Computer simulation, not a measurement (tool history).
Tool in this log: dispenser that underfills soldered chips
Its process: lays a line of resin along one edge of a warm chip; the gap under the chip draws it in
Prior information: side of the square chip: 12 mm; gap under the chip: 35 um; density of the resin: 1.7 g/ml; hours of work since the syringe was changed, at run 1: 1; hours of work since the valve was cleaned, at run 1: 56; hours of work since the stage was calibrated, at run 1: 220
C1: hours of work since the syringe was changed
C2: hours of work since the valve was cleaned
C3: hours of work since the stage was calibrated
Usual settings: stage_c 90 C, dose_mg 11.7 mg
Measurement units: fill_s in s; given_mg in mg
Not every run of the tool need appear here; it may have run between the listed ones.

Run 1, hour 0.0: usual settings; C1 1; C2 56; C3 220. Result: fill_s 274.2 s, given_mg 11.42 mg.
At hour 8.1: new syringe of resin.
Run 2, hour 9.7: usual settings but stage_c 82 C; C1 1; C2 62; C3 226. Result: fill_s 346.9 s, given_mg 11.38 mg.
Run 3, hour 17.3: usual settings but stage_c 82 C; C1 6; C2 67; C3 231. Result: fill_s 427.5 s, given_mg 11.36 mg.
At hour 18.3: new syringe of resin.
At hour 28.5: new syringe of resin.
Run 4, hour 30.4: usual settings; C1 1; C2 76; C3 240. Result: fill_s 264.3 s, given_mg 11.38 mg.
At hour 38.7: new syringe of resin.
Run 5, hour 39.8: usual settings; C1 1; C2 82; C3 246. Result: fill_s 260.6 s, given_mg 11.29 mg.
Run 6, hour 46.3: usual settings; C1 5; C2 87; C3 251. Result: fill_s 306.0 s, given_mg 11.30 mg.
At hour 48.9: new syringe of resin.
Run 7, hour 55.2: usual settings; C1 4; C2 93; C3 257. Result: fill_s 298.7 s, given_mg 11.25 mg.
At hour 58.8: new syringe of resin.
Run 8, hour 62.7: usual settings; C1 3; C2 98; C3 261. Result: fill_s 282.7 s, given_mg 11.22 mg.
At hour 67.6: dispensing valve cleaned and set on the balance.
At hour 70.4: new syringe of resin.
Run 9, hour 71.4: usual settings; C1 1; C2 2; C3 267. Result: fill_s 263.1 s, given_mg 11.68 mg.
Run 10, hour 77.3: usual settings; C1 5; C2 6; C3 271. Result: fill_s 300.0 s, given_mg 11.60 mg.
At hour 81.0: new syringe of resin.
Run 11, hour 87.4: usual settings; C1 4; C2 13; C3 277. Result: fill_s 292.8 s, given_mg 11.58 mg.
At hour 91.5: new syringe of resin.
Run 12, hour 95.3: usual settings; C1 3; C2 18; C3 283. Result: fill_s 283.4 s, given_mg 11.59 mg.
At hour 102.3: new syringe of resin.
Run 13, hour 106.8: usual settings; C1 3; C2 26; C3 290. Result: fill_s 287.3 s, given_mg 11.52 mg.
At hour 112.9: new syringe of resin.
Run 14, hour 119.3: usual settings; C1 4; C2 34; C3 299. Result: fill_s 293.6 s, given_mg 11.51 mg.
At hour 123.2: new syringe of resin.
Run 15, hour 126.6: usual settings but dose_mg 12.0 mg; C1 2; C2 39; C3 304. Result: fill_s 273.5 s, given_mg 11.82 mg.
At hour 133.1: new syringe of resin.
Run 16, hour 136.7: usual settings but dose_mg 12.3 mg; C1 2; C2 46; C3 310. Result: fill_s 273.6 s, given_mg 12.02 mg.
At hour 144.0: new syringe of resin.
Run 17, hour 145.4: usual settings but dose_mg 12.3 mg; C1 1; C2 52; C3 316. Result: fill_s 257.4 s, given_mg 11.96 mg.
At hour 154.5: new syringe of resin.
Run 18, hour 156.8: usual settings but dose_mg 12.3 mg; C1 2; C2 59; C3 324. Result: fill_s 257.8 s, given_mg 11.91 mg.
At hour 164.6: new syringe of resin.
Run 19, hour 166.1: usual settings but dose_mg 13.8 mg; C1 1; C2 66; C3 330. Result: fill_s 258.5 s, given_mg 13.37 mg.
At hour 174.8: new syringe of resin.
Run 20, hour 178.0: usual settings but stage_c 98 C, dose_mg 10.9 mg; C1 2; C2 74; C3 338. Result: fill_s 216.4 s, given_mg 10.53 mg.
At hour 184.8: new syringe of resin.
Run 21, hour 186.7: usual settings but stage_c 91 C, dose_mg 13.5 mg; C1 1; C2 79; C3 344. Result: fill_s 247.5 s, given_mg 12.98 mg.
At hour 195.2: new syringe of resin.
Run 22, hour 195.2: usual settings but stage_c 85 C; C1 0; C2 85; C3 349. Result: fill_s 293.1 s, given_mg 11.26 mg.
Run 23, hour 204.7: usual settings but stage_c 86 C; C1 7; C2 92; C3 356. Result: fill_s 366.0 s, given_mg 11.18 mg.
At hour 205.7: new syringe of resin.
At hour 215.8: new syringe of resin.
Run 24, hour 216.8: usual settings but stage_c 78 C; C1 1; C2 100; C3 364. Result: fill_s 395.0 s, given_mg 11.19 mg.
At hour 219.0: dispensing valve cleaned and set on the balance.
At hour 226.9: new syringe of resin.
Run 25, hour 226.9: usual settings but stage_c 78 C; C1 0; C2 5; C3 370. Result: fill_s 369.6 s, given_mg 11.72 mg.
At hour 237.0: new syringe of resin.
Run 26, hour 239.8: usual settings but stage_c 78 C; C1 2; C2 14; C3 378. Result: fill_s 403.5 s, given_mg 11.65 mg.
At hour 248.0: new syringe of resin.
Run 27, hour 251.8: usual settings but stage_c 92 C, dose_mg 10.9 mg; C1 3; C2 22; C3 386. Result: fill_s 259.6 s, given_mg 10.79 mg.
At hour 258.8: new syringe of resin.
Run 28, hour 262.5: usual settings but stage_c 100 C, dose_mg 13.8 mg; C1 3; C2 29; C3 394. Result: fill_s 191.8 s, given_mg 13.62 mg.
At hour 269.0: new syringe of resin.
Run 29, hour 275.5: usual settings but stage_c 97 C, dose_mg 13.8 mg; C1 4; C2 38; C3 402. Result: fill_s 218.9 s, given_mg 13.61 mg.
At hour 279.3: new syringe of resin.
Run 30, hour 281.5: usual settings but stage_c 97 C, dose_mg 13.8 mg; C1 1; C2 42; C3 406. Result: fill_s 203.2 s, given_mg 13.54 mg.
Run 31, hour 287.3: usual settings but stage_c 81 C, dose_mg 11.0 mg; C1 5; C2 46; C3 410. Result: fill_s 435.6 s, given_mg 10.76 mg.
At hour 289.3: new syringe of resin.
Run 32, hour 297.4: usual settings but stage_c 94 C, dose_mg 10.8 mg; C1 6; C2 52; C3 417. Result: fill_s 267.0 s, given_mg 10.56 mg.
At hour 299.9: new syringe of resin.
Run 33, hour 307.7: usual settings but stage_c 83 C, dose_mg 10.4 mg; C1 5; C2 59; C3 424. Result: fill_s 394.1 s, given_mg 10.11 mg.
At hour 310.3: new syringe of resin.
Run 34, hour 318.1: usual settings but stage_c 83 C, dose_mg 12.6 mg; C1 5; C2 66; C3 431. Result: fill_s 365.2 s, given_mg 12.24 mg.

4 options for the next run, each taken on its own from the tool as it stands now. Forecast them:
At hour 320.5: new syringe of resin.
Run A, hour 326.9: usual settings but stage_c 88 C, dose_mg 13.7 mg; C1 4; C2 72; C3 437. Result: fill_s ?, given_mg ?.
At hour 320.5: new syringe of resin.
Run B, hour 326.9: usual settings but stage_c 94 C, dose_mg 13.0 mg; C1 4; C2 72; C3 437. Result: fill_s ?, given_mg ?.
At hour 320.5: new syringe of resin.
Run C, hour 326.9: usual settings but stage_c 96 C, dose_mg 15.2 mg; C1 4; C2 72; C3 437. Result: fill_s ?, given_mg ?.
At hour 320.5: new syringe of resin.
Run D, hour 326.9: usual settings but stage_c 84 C, dose_mg 13.3 mg; C1 4; C2 72; C3 437. Result: fill_s ?, given_mg ?.

run  fill_s  given_mg
  A   300.5     13.32
  B   242.1     12.58
  C   228.0     14.74
  D   337.8     12.89
Had the tool no hidden state, the same runs would have come out as:
run  fill_s  given_mg
  A   280.4     13.74
  B   224.9     12.98
  C   212.3     15.21
  D   315.5     13.30
